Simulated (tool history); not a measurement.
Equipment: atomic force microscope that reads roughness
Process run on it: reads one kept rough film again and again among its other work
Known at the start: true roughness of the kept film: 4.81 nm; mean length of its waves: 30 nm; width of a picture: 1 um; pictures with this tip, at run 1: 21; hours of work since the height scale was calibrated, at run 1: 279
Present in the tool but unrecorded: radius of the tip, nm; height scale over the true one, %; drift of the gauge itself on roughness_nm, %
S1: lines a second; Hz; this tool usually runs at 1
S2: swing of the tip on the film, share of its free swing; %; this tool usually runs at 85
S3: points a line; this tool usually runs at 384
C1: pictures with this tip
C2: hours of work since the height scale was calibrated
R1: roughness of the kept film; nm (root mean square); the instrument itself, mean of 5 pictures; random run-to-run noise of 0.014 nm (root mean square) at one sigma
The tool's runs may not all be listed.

run,hour,S1,S2,S3,C1,C2,R1
1,0,1,85,384,21,279,3.064
2,13.2,1,85,384,42,285,2.819
3,24.7,1,85,384,60,291,2.644
# hour 26.9: new tip fitted
4,40.6,3.02,85,384,21,298,2.546
5,55.4,1,80,384,44,304,2.889
6,65.1,1,80,384,59,309,2.765
# hour 68.4: new tip fitted
7,80.6,1,80,384,19,316,3.27
8,91.3,1,80,384,35,321,3.026
9,104.6,1,85,384,56,327,2.721
# hour 109.2: new tip fitted
10,117.5,2.69,85,525,13,332,2.718
11,125.9,2.69,85,525,26,336,2.526
12,138.4,1,57,542,45,342,3.107
# hour 141: height scale calibrated on a step standard
# hour 152: new tip fitted
13,154,1,57,542,3,6,3.773
14,162.1,2.34,56,821,16,9,3.446
15,176.5,0.51,81,384,39,16,3.087
# hour 185.6: height scale calibrated on a step standard, once more
# hour 193.3: new tip fitted
16,196.7,1.64,64,849,5,5,3.58
17,206.6,3.68,58,615,20,9,3.213

Alternative continuations, all from the tool just after run 17; predict every row:
A,216.9,1.2,69,772,36,14,?
B,216.9,0.89,73,384,36,14,?
C,216.9,1.45,68,615,36,14,?
D,216.9,1.94,87,274,36,14,?

run,R1
A,3.108
B,3.087
C,3.087
D,2.56
With the hidden condition removed and each run's random variation left untouched, the same runs would have given:
run,R1
A,3.711
B,3.688
C,3.687
D,3.057

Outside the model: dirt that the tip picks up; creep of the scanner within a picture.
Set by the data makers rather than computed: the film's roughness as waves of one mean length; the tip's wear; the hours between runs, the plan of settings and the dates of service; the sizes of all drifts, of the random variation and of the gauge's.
